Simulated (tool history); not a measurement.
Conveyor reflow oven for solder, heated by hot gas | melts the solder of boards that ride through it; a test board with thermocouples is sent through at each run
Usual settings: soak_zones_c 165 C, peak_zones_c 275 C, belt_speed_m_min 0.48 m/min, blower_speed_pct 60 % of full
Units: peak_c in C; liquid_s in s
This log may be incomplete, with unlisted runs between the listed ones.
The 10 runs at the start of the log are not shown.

| run | hour | soak_zones_c | peak_zones_c | belt_speed_m_min | blower_speed_pct | peak_c | liquid_s |
|---|---|---|---|---|---|---|---|
| 11 | 371.2 | 165 | 275 | 0.48 | 60 | 249.3 | 50.1 |
|  | 381.8 | belt drive overhauled, speed set with a stopwatch |
| 12 | 417.9 | 165 | 275 | 0.48 | 60 | 248.5 | 48.1 |
| 13 | 465.5 | 165 | 275 | 0.48 | 60 | 248.6 | 47.9 |
| 14 | 486.5 | 165 | 275 | 0.48 | 52 | 244.2 | 43.8 |
| 15 | 521.7 | 165 | 275 | 0.48 | 52 | 244.7 | 43.9 |
| 16 | 544.7 | 165 | 275 | 0.48 | 52 | 244.3 | 43 |
| 17 | 564.9 | 165 | 289 | 0.44 | 56 | 260.9 | 63.3 |
| 18 | 613.2 | 165 | 275 | 0.527 | 82 | 251.2 | 47 |
| 19 | 643.5 | 165 | 275 | 0.447 | 60 | 250.4 | 54.8 |
| 20 | 667.4 | 154 | 287 | 0.475 | 62 | 256 | 51.8 |
| 21 | 706.9 | 165 | 275 | 0.504 | 60 | 244.8 | 42.1 |
| 22 | 749.6 | 176 | 270 | 0.548 | 72 | 244.3 | 42.7 |
|  | 765.3 | thermocouples of zones 6 and 7 changed |
| 23 | 782 | 176 | 270 | 0.548 | 72 | 245.7 | 43.8 |
| 24 | 807.7 | 176 | 270 | 0.548 | 72 | 245.6 | 42.8 |
| 25 | 833.9 | 176 | 270 | 0.548 | 72 | 245.9 | 43 |
| 26 | 869.6 | 176 | 270 | 0.548 | 72 | 245.5 | 43 |
| 27 | 903 | 176 | 270 | 0.548 | 72 | 245 | 42.9 |
| 28 | 933.8 | 174 | 275 | 0.48 | 60 | 250.3 | 52.6 |
| 29 | 976 | 174 | 275 | 0.48 | 60 | 249.4 | 52.8 |
| 30 | 1011.1 | 174 | 275 | 0.48 | 60 | 249.5 | 52.3 |
| 31 | 1039.8 | 159 | 275 | 0.567 | 65 | 239.8 | 31.2 |
| 32 | 1071.3 | 171 | 275 | 0.48 | 60 | 248.1 | 49.3 |

Branching from run 32: 3 alternative next runs. What would each branch give?
| A | 1096.7 | 171 | 276 | 0.48 | 56 | ? | ? |
| B | 1096.7 | 168 | 275 | 0.433 | 51 | ? | ? |
| C | 1096.7 | 163 | 264 | 0.48 | 60 | ? | ? |

| run | peak_c | liquid_s |
|---|---|---|
| A | 247.8 | 48.1 |
| B | 248.1 | 53.6 |
| C | 237.2 | 37.2 |
Without the tool's hidden state the same runs would have given:
| run | peak_c | liquid_s |
|---|---|---|
| A | 252 | 52.2 |
| B | 251.7 | 57.6 |
| C | 241.4 | 42.8 |

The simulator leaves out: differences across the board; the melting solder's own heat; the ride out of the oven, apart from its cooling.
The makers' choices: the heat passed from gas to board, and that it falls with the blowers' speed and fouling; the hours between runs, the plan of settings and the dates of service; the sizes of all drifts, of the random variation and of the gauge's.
